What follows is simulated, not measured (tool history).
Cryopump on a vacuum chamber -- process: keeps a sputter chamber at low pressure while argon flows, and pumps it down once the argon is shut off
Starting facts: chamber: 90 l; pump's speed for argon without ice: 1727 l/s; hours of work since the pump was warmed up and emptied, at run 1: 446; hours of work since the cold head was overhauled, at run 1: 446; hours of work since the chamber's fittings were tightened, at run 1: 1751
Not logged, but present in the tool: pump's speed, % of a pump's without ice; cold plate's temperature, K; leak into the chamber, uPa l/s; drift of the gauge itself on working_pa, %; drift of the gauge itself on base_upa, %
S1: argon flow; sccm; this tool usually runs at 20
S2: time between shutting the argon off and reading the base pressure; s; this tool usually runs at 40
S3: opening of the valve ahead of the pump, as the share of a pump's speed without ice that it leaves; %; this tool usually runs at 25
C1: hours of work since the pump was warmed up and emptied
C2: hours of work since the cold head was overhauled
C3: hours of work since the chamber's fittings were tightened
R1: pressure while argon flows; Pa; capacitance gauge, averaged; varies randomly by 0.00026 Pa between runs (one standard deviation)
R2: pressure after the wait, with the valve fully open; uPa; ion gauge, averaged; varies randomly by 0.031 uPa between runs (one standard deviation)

run 1 hour=0.0 | S1=20 S2=40 S3=25 | C1=446 C2=446 C3=1751 | R1=0.0802 R2=1.94
run 2 hour=21.7 | S1=20 S2=40 S3=25 | C1=464 C2=464 C3=1770 | R1=0.0798 R2=1.91
run 3 hour=46.6 | S1=20 S2=40 S3=25 | C1=485 C2=485 C3=1790 | R1=0.0800 R2=1.96
run 4 hour=67.4 | S1=20 S2=40 S3=25 | C1=503 C2=503 C3=1808 | R1=0.0805 R2=1.91
run 5 hour=103.9 | S1=20 S2=40 S3=25 | C1=533 C2=533 C3=1838 | R1=0.0806 R2=1.99
run 6 hour=126.0 | S1=20 S2=40 S3=25 | C1=552 C2=552 C3=1857 | R1=0.0810 R2=2.04
run 7 hour=146.3 | S1=20 S2=40 S3=25 | C1=569 C2=569 C3=1874 | R1=0.0804 R2=2.02
run 8 hour=183.0 | S1=20 S2=40 S3=25 | C1=600 C2=600 C3=1905 | R1=0.0809 R2=2.00
run 9 hour=202.2 | S1=20 S2=40 S3=25 | C1=616 C2=616 C3=1921 | R1=0.0809 R2=2.03
run 10 hour=231.4 | S1=20 S2=40 S3=25 | C1=640 C2=640 C3=1945 | R1=0.0802 R2=1.98
run 11 hour=252.6 | S1=20 S2=40 S3=25 | C1=658 C2=658 C3=1963 | R1=0.0809 R2=2.03
run 12 hour=281.9 | S1=24 S2=142 S3=46 | C1=683 C2=683 C3=1988 | R1=0.0544 R2=0.95
run 13 hour=311.7 | S1=24 S2=142 S3=46 | C1=708 C2=708 C3=2013 | R1=0.0542 R2=0.93
run 14 hour=331.4 | S1=24 S2=21 S3=46 | C1=724 C2=724 C3=2029 | R1=0.0541 R2=3.38
run 15 hour=364.8 | S1=10 S2=40 S3=34 | C1=752 C2=752 C3=2057 | R1=0.0306 R2=2.09
run 16 hour=398.8 | S1=10 S2=40 S3=34 | C1=781 C2=781 C3=2086 | R1=0.0297 R2=2.02
run 17 hour=433.3 | S1=10 S2=40 S3=34 | C1=810 C2=810 C3=2115 | R1=0.0303 R2=2.04
run 18 hour=451.5 | S1=20 S2=40 S3=16 | C1=825 C2=825 C3=2130 | R1=0.1255 R2=2.03
run 19 hour=482.1 | S1=20 S2=40 S3=16 | C1=851 C2=851 C3=2156 | R1=0.1265 R2=2.02
run 20 hour=521.5 | S1=20 S2=40 S3=33 | C1=884 C2=884 C3=2189 | R1=0.0633 R2=2.05
run 21 hour=546.9 | S1=22 S2=75 S3=20 | C1=905 C2=905 C3=2210 | R1=0.1115 R2=1.35
run 22 hour=579.4 | S1=29 S2=51 S3=20 | C1=932 C2=932 C3=2238 | R1=0.1479 R2=1.78

Each row is a separate what-if for the run after 22, all from the same tool condition, not one after another. Results?
run A hour=600.8 | S1=16 S2=151 S3=51 | C1=950 C2=950 C3=2256 | R1=? R2=?
run B hour=600.8 | S1=24 S2=128 S3=30 | C1=950 C2=950 C3=2256 | R1=? R2=?
run C hour=600.8 | S1=10 S2=35 S3=25 | C1=950 C2=950 C3=2256 | R1=? R2=?

run=A R1=0.0339 R2=1.01
run=B R1=0.0828 R2=1.02
run=C R1=0.0413 R2=2.31
With no hidden state in the tool, these same runs would have given:
run=A R1=0.0308 R2=0.60
run=B R1=0.0782 R2=0.63
run=C R1=0.0394 R2=1.92

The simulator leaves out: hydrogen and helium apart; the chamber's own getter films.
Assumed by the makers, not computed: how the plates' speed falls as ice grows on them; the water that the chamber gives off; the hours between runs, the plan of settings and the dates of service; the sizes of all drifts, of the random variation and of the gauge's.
